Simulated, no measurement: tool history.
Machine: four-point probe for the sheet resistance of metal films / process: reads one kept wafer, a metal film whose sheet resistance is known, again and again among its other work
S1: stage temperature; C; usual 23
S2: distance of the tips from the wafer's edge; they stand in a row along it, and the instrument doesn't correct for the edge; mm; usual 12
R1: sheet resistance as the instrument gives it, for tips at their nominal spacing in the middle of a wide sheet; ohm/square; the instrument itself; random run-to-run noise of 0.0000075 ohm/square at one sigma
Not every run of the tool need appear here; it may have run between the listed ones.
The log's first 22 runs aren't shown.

run     day  S1  S2        R1
 23  10.108  23  12  0.037622
 24  10.633  23  12  0.037608
 25  10.979  24  12  0.037632
 26  11.612  24  12  0.037631
 27  11.875  20  11  0.037608
 28  12.238  20  11  0.037587
 29  12.579  20  11  0.037588
 30  12.921  20   4  0.037869
 31  13.442  20   4  0.037864
 32  13.754  27  36  0.037633
 33  14.192  25   6  0.037759
 34  14.833  32   8  0.037757
 35  15.233  26   8  0.037704
 36  15.538  21   4  0.037880
 37  16.162  21   4  0.037876
 38  16.583  31   4  0.037990
 39  17.100  21   5  0.037776
 40  17.496  21   5  0.037780
 41  18.133  22   8  0.037664
 42  18.583  22   8  0.037661
 43  18.879  22  42  0.037590

Run 44, settings as shown, results not yet in. Your forecast:
 44  19.508  22  42   ?

R1: 0.037607 ohm/square
With the hidden condition absent and the run-to-run variation left alone, this run would have shown R1 0.037709 ohm/square.

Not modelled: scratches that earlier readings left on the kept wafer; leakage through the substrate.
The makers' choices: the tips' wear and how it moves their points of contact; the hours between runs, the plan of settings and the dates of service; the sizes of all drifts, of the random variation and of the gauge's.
